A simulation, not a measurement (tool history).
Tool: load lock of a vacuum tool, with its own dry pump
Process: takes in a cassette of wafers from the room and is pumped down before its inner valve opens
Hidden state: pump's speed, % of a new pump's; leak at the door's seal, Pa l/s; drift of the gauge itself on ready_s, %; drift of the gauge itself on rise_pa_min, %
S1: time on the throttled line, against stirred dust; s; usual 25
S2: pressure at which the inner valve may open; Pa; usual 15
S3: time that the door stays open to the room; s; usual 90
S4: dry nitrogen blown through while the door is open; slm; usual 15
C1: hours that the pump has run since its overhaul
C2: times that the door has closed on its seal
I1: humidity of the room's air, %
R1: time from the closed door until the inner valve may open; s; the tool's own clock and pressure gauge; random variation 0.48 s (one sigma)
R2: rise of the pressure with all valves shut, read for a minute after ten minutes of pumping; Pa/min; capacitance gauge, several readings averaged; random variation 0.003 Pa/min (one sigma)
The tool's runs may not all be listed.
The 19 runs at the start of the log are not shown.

run    hour  S1  S2   S3  S4     C1     C2    I1    R1     R2
 20  1985.7  14  18   72   4  14630  10590  44.0  54.5  0.036
 21  2131.3  14  18   72   4  14775  10789  43.7  54.7  0.034
 22  2276.2  45  20   98  37  14920  10986  48.6  76.9  0.008
 23  2343.2  21  19  109  17  14987  11077  47.5  58.7  0.021
 24  2481.9  25  19   90  43  15126  11266  45.2  62.3  0.012
 25  2601.0  25  19   90  43  15245  11428  44.6  61.3  0.009
 26  2671.0  15  14   46  15  15315  11523  46.3  56.0  0.021
 27  2806.0  15  14   46  15  15450  11707  47.4  57.5  0.015
 28  2952.2  35  15  107  15  15596  11906  44.9  70.2  0.027
 29  3083.2  35  29  201  15  15727  12084  49.6  67.0  0.024
 30  3169.7  35  29  201  15  15814  12202  43.3  67.9  0.027
 31  3235.2  13  15   91  15  15879  12291  43.8  53.7  0.019
 32  3341.2  13  15   91  15  15985  12435  47.6  54.3  0.021
 33  3421.7  13  15   91  15  16066  12545  44.5  54.2  0.026
 34  3540.8  13  15   91  15  16185  12707  44.7  54.4  0.021
 35  3621.6  25  25   71  15  16266  12817  44.1  61.1  0.019
 36  3689.4  35  24   40  10  16333  12909  45.1  69.4  0.018
 37  3807.8  35  24   40  10  16452  13071  44.3  68.8  0.020

Forecast each of these 4 alternatives for the next run:
  A  3955.5  25  15   90  15  16599  13272  41.4   ?   ?
  B  3955.5  24  10   90   8  16599  13272  45.1   ?   ?
  C  3955.5  25  15  204  15  16599  13272  43.5   ?   ?
  D  3955.5  35  24   40  32  16599  13272  47.0   ?   ?

run    R1     R2
  A  64.2  0.017
  B  64.9  0.030
  C  63.7  0.032
  D  68.4  0.010
Without the tool's hidden state the same runs would have given:
run    R1     R2
  A  64.1  0.016
  B  64.9  0.030
  C  63.6  0.031
  D  68.4  0.010
